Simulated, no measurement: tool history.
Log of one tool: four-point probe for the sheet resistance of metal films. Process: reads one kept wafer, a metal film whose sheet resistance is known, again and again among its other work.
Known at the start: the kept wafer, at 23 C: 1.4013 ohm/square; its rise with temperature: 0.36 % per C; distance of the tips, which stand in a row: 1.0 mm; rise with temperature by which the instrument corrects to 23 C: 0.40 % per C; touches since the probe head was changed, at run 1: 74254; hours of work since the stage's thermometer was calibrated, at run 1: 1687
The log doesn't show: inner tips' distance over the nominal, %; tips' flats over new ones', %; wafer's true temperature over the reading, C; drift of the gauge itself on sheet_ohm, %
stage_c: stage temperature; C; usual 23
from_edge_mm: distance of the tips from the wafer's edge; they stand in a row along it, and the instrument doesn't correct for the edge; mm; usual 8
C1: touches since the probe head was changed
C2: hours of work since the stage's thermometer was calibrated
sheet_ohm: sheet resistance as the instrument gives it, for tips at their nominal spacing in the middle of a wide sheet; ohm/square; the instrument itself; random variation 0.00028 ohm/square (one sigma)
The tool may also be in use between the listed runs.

Run 1, hour 0: usual settings; C1 74254; C2 1687. Result: sheet_ohm 1.400407 ohm/square.
Run 2, hour 28.8: usual settings; C1 75071; C2 1701. Result: sheet_ohm 1.400457 ohm/square.
Run 3, hour 88.7: usual settings; C1 76767; C2 1729. Result: sheet_ohm 1.400242 ohm/square.
Run 4, hour 157.2: usual settings; C1 78703; C2 1761. Result: sheet_ohm 1.400735 ohm/square.
Run 5, hour 217.4: usual settings; C1 80408; C2 1790. Result: sheet_ohm 1.400723 ohm/square.
At hour 221.2: stage's thermometer calibrated.
Run 6, hour 280.4: usual settings; C1 82177; C2 28. Result: sheet_ohm 1.39917 ohm/square.
Run 7, hour 328.1: usual settings but stage_c 32 C, from_edge_mm 3 mm; C1 83529; C2 50. Result: sheet_ohm 1.460305 ohm/square.
At hour 341: stage's thermometer calibrated, once more.
Run 8, hour 397.1: usual settings but stage_c 30 C, from_edge_mm 4 mm; C1 85465; C2 26. Result: sheet_ohm 1.430887 ohm/square.
Run 9, hour 465.3: usual settings but stage_c 30 C, from_edge_mm 4 mm; C1 87396; C2 59. Result: sheet_ohm 1.430538 ohm/square.
Run 10, hour 533.2: usual settings but stage_c 26 C, from_edge_mm 48 mm; C1 89318; C2 91. Result: sheet_ohm 1.387931 ohm/square.

Forecast each of these 5 alternatives for the next run:
Run A, hour 597.9: usual settings but stage_c 33 C, from_edge_mm 41 mm; C1 91152; C2 121. Result: sheet_ohm ?.
Run B, hour 597.9: usual settings but stage_c 24 C, from_edge_mm 69 mm; C1 91152; C2 121. Result: sheet_ohm ?.
Run C, hour 597.9: usual settings but stage_c 28 C, from_edge_mm 4 mm; C1 91152; C2 121. Result: sheet_ohm ?.
Run D, hour 597.9: usual settings but stage_c 19 C, from_edge_mm 7 mm; C1 91152; C2 121. Result: sheet_ohm ?.
Run E, hour 597.9: usual settings but stage_c 30 C, from_edge_mm 4 mm; C1 91152; C2 121. Result: sheet_ohm ?.

run  sheet_ohm
  A    1.38386
  B   1.388285
  C   1.430716
  D   1.406946
  E   1.430145
Without the tool's hidden state the same runs would have given:
run  sheet_ohm
  A   1.396188
  B   1.400646
  C   1.443423
  D   1.419458
  E   1.442849
